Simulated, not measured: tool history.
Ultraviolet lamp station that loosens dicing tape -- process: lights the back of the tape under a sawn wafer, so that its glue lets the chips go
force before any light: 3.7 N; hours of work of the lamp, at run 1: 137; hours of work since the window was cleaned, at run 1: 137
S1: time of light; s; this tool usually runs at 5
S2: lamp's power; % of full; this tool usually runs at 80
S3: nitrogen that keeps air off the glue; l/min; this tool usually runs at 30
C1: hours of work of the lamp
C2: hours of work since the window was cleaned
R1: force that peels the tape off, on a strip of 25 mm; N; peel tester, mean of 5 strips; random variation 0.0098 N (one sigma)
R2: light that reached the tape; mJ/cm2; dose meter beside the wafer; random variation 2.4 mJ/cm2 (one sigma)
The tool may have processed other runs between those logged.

| run | hour | S1 | S2 | S3 | C1 | C2 | R1 | R2 |
|---|---|---|---|---|---|---|---|---|
| 1 | 0.0 | 5 | 80 | 30 | 137 | 137 | 0.455 | 267 |
| 2 | 50.4 | 5 | 80 | 30 | 165 | 165 | 0.489 | 264 |
| 3 | 120.3 | 5 | 80 | 30 | 203 | 203 | 0.494 | 258 |
| 4 | 185.4 | 5 | 80 | 30 | 238 | 238 | 0.470 | 256 |
| 5 | 215.9 | 5 | 80 | 30 | 255 | 255 | 0.476 | 261 |
| 6 | 259.1 | 5 | 80 | 30 | 278 | 278 | 0.512 | 254 |
| 7 | 296.5 | 3 | 80 | 30 | 298 | 298 | 1.061 | 151 |
| 8 | 334.0 | 3 | 80 | 30 | 319 | 319 | 1.085 | 150 |
| 9 | 393.2 | 3 | 80 | 30 | 351 | 351 | 1.112 | 150 |
| 10 | 451.1 | 3 | 80 | 30 | 383 | 383 | 1.110 | 147 |
| 11 | 484.2 | 5 | 86 | 30 | 401 | 401 | 0.464 | 267 |
| 12 | 534.5 | 5 | 86 | 58 | 428 | 428 | 0.297 | 263 |
| 13 | 570.9 | 5 | 86 | 58 | 448 | 448 | 0.289 | 264 |
| 14 | 611.9 | 5 | 86 | 58 | 470 | 470 | 0.291 | 258 |
| 15 | 680.2 | 5 | 86 | 58 | 507 | 507 | 0.302 | 260 |
|  | 686.0 | window cleaned of glue's vapour |
| 16 | 741.1 | 5 | 80 | 30 | 540 | 30 | 0.597 | 232 |
| 17 | 776.5 | 5 | 80 | 30 | 559 | 49 | 0.603 | 227 |
| 18 | 835.2 | 5 | 80 | 30 | 591 | 81 | 0.573 | 222 |
| 19 | 900.2 | 5 | 80 | 30 | 627 | 117 | 0.605 | 219 |
|  | 968.3 | window cleaned of glue's vapour, once more |
| 20 | 968.3 | 5 | 80 | 30 | 664 | 0 | 0.542 | 245 |
| 21 | 1037.3 | 5 | 80 | 30 | 701 | 38 | 0.571 | 248 |
| 22 | 1068.8 | 3 | 80 | 30 | 718 | 55 | 1.152 | 147 |
| 23 | 1138.6 | 2 | 94 | 13 | 756 | 93 | 1.934 | 117 |
| 24 | 1176.6 | 2 | 91 | 12 | 777 | 113 | 1.998 | 107 |
| 25 | 1234.5 | 2 | 91 | 12 | 809 | 145 | 2.036 | 109 |
| 26 | 1293.8 | 5 | 84 | 10 | 841 | 177 | 1.061 | 250 |
| 27 | 1361.8 | 5 | 69 | 12 | 878 | 214 | 1.249 | 202 |
| 28 | 1416.1 | 5 | 89 | 18 | 907 | 244 | 0.713 | 255 |
| 29 | 1459.3 | 8 | 98 | 30 | 931 | 267 | 0.143 | 450 |
| 30 | 1511.7 | 2 | 80 | 22 | 959 | 296 | 1.917 | 94 |
| 31 | 1547.1 | 5 | 81 | 30 | 979 | 315 | 0.615 | 228 |
| 32 | 1591.0 | 5 | 98 | 30 | 1003 | 339 | 0.434 | 274 |
| 33 | 1658.2 | 8 | 79 | 30 | 1039 | 376 | 0.261 | 350 |
| 34 | 1722.5 | 6 | 80 | 38 | 1074 | 411 | 0.402 | 266 |
| 35 | 1786.7 | 6 | 80 | 38 | 1109 | 446 | 0.405 | 259 |
| 36 | 1846.1 | 6 | 80 | 38 | 1141 | 478 | 0.407 | 257 |
| 37 | 1878.4 | 5 | 89 | 13 | 1159 | 495 | 0.970 | 242 |
|  | 1906.5 | window cleaned of glue's vapour |
| 38 | 1913.0 | 3 | 97 | 32 | 1178 | 4 | 0.962 | 167 |
| 39 | 1947.8 | 5 | 80 | 41 | 1197 | 22 | 0.501 | 225 |
| 40 | 1983.9 | 5 | 66 | 30 | 1216 | 42 | 0.835 | 185 |
| 41 | 2033.2 | 3 | 100 | 17 | 1243 | 69 | 1.238 | 170 |

What if the next run were any one of these 4? Each begins from the tool's condition after run 41:
| A | 2068.6 | 5 | 80 | 21 | 1262 | 88 | ? | ? |
| B | 2068.6 | 3 | 65 | 43 | 1262 | 88 | ? | ? |
| C | 2068.6 | 8 | 84 | 27 | 1262 | 88 | ? | ? |
| D | 2068.6 | 3 | 82 | 11 | 1262 | 88 | ? | ? |

| run | R1 | R2 |
|---|---|---|
| A | 0.793 | 225 |
| B | 1.323 | 108 |
| C | 0.253 | 375 |
| D | 1.803 | 136 |
What these runs would have given with no unlogged condition in the tool:
| run | R1 | R2 |
|---|---|---|
| A | 0.543 | 283 |
| B | 1.027 | 137 |
| C | 0.147 | 473 |
| D | 1.499 | 172 |
